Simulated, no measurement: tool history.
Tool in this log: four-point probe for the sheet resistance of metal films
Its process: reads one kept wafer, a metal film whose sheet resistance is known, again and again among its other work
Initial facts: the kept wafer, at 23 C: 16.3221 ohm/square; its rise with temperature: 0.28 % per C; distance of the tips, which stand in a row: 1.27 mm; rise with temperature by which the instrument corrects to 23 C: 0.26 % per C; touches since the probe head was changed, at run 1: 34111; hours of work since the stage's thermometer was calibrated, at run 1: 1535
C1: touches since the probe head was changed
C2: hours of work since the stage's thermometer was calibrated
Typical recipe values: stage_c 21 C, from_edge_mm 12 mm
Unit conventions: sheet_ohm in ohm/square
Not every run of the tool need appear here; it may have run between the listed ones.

Run 1, hour 0.0: usual settings; C1 34111; C2 1535. Result: sheet_ohm 16.395443 ohm/square.
Run 2, hour 34.9: usual settings; C1 34925; C2 1552. Result: sheet_ohm 16.403742 ohm/square.
Run 3, hour 70.3: usual settings; C1 35750; C2 1570. Result: sheet_ohm 16.403261 ohm/square.
Run 4, hour 119.9: usual settings; C1 36907; C2 1594. Result: sheet_ohm 16.401226 ohm/square.
Run 5, hour 158.0: usual settings; C1 37797; C2 1613. Result: sheet_ohm 16.399895 ohm/square.
Run 6, hour 216.2: usual settings; C1 39154; C2 1642. Result: sheet_ohm 16.402468 ohm/square.
Run 7, hour 273.0: usual settings; C1 40481; C2 1671. Result: sheet_ohm 16.406108 ohm/square.
Run 8, hour 301.7: usual settings; C1 41148; C2 1685. Result: sheet_ohm 16.404106 ohm/square.
Run 9, hour 349.8: usual settings; C1 42271; C2 1709. Result: sheet_ohm 16.401698 ohm/square.
Run 10, hour 390.1: usual settings but from_edge_mm 5 mm; C1 43213; C2 1729. Result: sheet_ohm 16.851796 ohm/square.
Run 11, hour 424.2: usual settings but from_edge_mm 5 mm; C1 44008; C2 1746. Result: sheet_ohm 16.849694 ohm/square.
Run 12, hour 453.0: usual settings but from_edge_mm 32 mm; C1 44680; C2 1760. Result: sheet_ohm 16.315705 ohm/square.
At hour 458.2: stage's thermometer calibrated.
Run 13, hour 500.2: usual settings but from_edge_mm 32 mm; C1 45769; C2 21. Result: sheet_ohm 16.314368 ohm/square.
Run 14, hour 550.7: usual settings; C1 46946; C2 46. Result: sheet_ohm 16.396416 ohm/square.
Run 15, hour 582.6: usual settings; C1 47691; C2 62. Result: sheet_ohm 16.399494 ohm/square.
Run 16, hour 638.7: usual settings; C1 49001; C2 90. Result: sheet_ohm 16.394077 ohm/square.
Run 17, hour 676.6: usual settings; C1 49885; C2 109. Result: sheet_ohm 16.401602 ohm/square.
Run 18, hour 703.4: usual settings; C1 50510; C2 122. Result: sheet_ohm 16.395066 ohm/square.
Run 19, hour 755.5: usual settings; C1 51726; C2 148. Result: sheet_ohm 16.395108 ohm/square.
Run 20, hour 806.2: usual settings; C1 52908; C2 173. Result: sheet_ohm 16.399031 ohm/square.
At hour 809.3: stage's thermometer calibrated, once more.
Run 21, hour 834.5: usual settings; C1 53556; C2 12. Result: sheet_ohm 16.423858 ohm/square.
Run 22, hour 884.6: usual settings but stage_c 30 C, from_edge_mm 23 mm; C1 54726; C2 37. Result: sheet_ohm 16.378362 ohm/square.
Run 23, hour 911.6: usual settings but from_edge_mm 9 mm; C1 55354; C2 51. Result: sheet_ohm 16.499627 ohm/square.
Run 24, hour 947.0: usual settings but from_edge_mm 9 mm; C1 56181; C2 68. Result: sheet_ohm 16.499950 ohm/square.
Run 25, hour 986.6: usual settings but stage_c 30 C, from_edge_mm 9 mm; C1 57105; C2 88. Result: sheet_ohm 16.526578 ohm/square.
Run 26, hour 1042.8: usual settings but stage_c 30 C, from_edge_mm 9 mm; C1 58415; C2 116. Result: sheet_ohm 16.528199 ohm/square.
Run 27, hour 1100.9: usual settings but stage_c 32 C, from_edge_mm 9 mm; C1 59773; C2 145. Result: sheet_ohm 16.535492 ohm/square.
Run 28, hour 1149.9: usual settings but stage_c 25 C, from_edge_mm 19 mm; C1 60916; C2 169. Result: sheet_ohm 16.378410 ohm/square.
Run 29, hour 1199.1: usual settings but stage_c 32 C, from_edge_mm 8 mm; C1 62063; C2 194. Result: sheet_ohm 16.574173 ohm/square.
Run 30, hour 1228.4: usual settings but stage_c 35 C, from_edge_mm 11 mm; C1 62746; C2 208. Result: sheet_ohm 16.485068 ohm/square.
Run 31, hour 1260.9: usual settings but stage_c 34 C, from_edge_mm 49 mm; C1 63505; C2 225. Result: sheet_ohm 16.377198 ohm/square.
Run 32, hour 1304.3: usual settings but stage_c 26 C, from_edge_mm 11 mm; C1 64517; C2 246. Result: sheet_ohm 16.455146 ohm/square.
Run 33, hour 1342.7: usual settings but stage_c 35 C; C1 65414; C2 265. Result: sheet_ohm 16.461955 ohm/square.
Run 34, hour 1379.1: usual settings but stage_c 27 C, from_edge_mm 36 mm; C1 66262; C2 283. Result: sheet_ohm 16.354327 ohm/square.
Run 35, hour 1429.0: usual settings but stage_c 20 C, from_edge_mm 32 mm; C1 67426; C2 308. Result: sheet_ohm 16.330236 ohm/square.
Run 36, hour 1462.6: usual settings but stage_c 22 C, from_edge_mm 19 mm; C1 68211; C2 325. Result: sheet_ohm 16.376139 ohm/square.
Run 37, hour 1501.4: usual settings but from_edge_mm 3 mm; C1 69115; C2 344. Result: sheet_ohm 17.746612 ohm/square.
Run 38, hour 1558.6: usual settings but from_edge_mm 3 mm; C1 70449; C2 373. Result: sheet_ohm 17.751761 ohm/square.
Run 39, hour 1600.1: usual settings but from_edge_mm 51 mm; C1 71417; C2 393. Result: sheet_ohm 16.330426 ohm/square.
Run 40, hour 1630.5: usual settings but stage_c 18 C, from_edge_mm 15 mm; C1 72127; C2 408. Result: sheet_ohm 16.385954 ohm/square.
Run 41, hour 1673.9: usual settings but stage_c 32 C, from_edge_mm 5 mm; C1 73140; C2 430. Result: sheet_ohm 16.908507 ohm/square.

How the hidden state differs across the entries between the runs, from the last listed run before each to the first after it:
In the gap between runs 12 and 13: stage's thermometer calibrated (hour 458.2)
  inner tips' distance over the nominal, %: 0.015 -> 0.017; wafer's true temperature over the reading, C: -0.29 -> -0.42
  what was measured, less what the result would be without the hidden state, sheet_ohm: -0.010593 -> -0.016163 ohm/square
In the gap between runs 20 and 21: stage's thermometer calibrated, once more (hour 809.3)
  inner tips' distance over the nominal, %: 0.03 -> 0.032; wafer's true temperature over the reading, C: -0.44 -> 0.07
  what was measured, less what the result would be without the hidden state, sheet_ohm: -0.014951 -> +0.008842 ohm/square

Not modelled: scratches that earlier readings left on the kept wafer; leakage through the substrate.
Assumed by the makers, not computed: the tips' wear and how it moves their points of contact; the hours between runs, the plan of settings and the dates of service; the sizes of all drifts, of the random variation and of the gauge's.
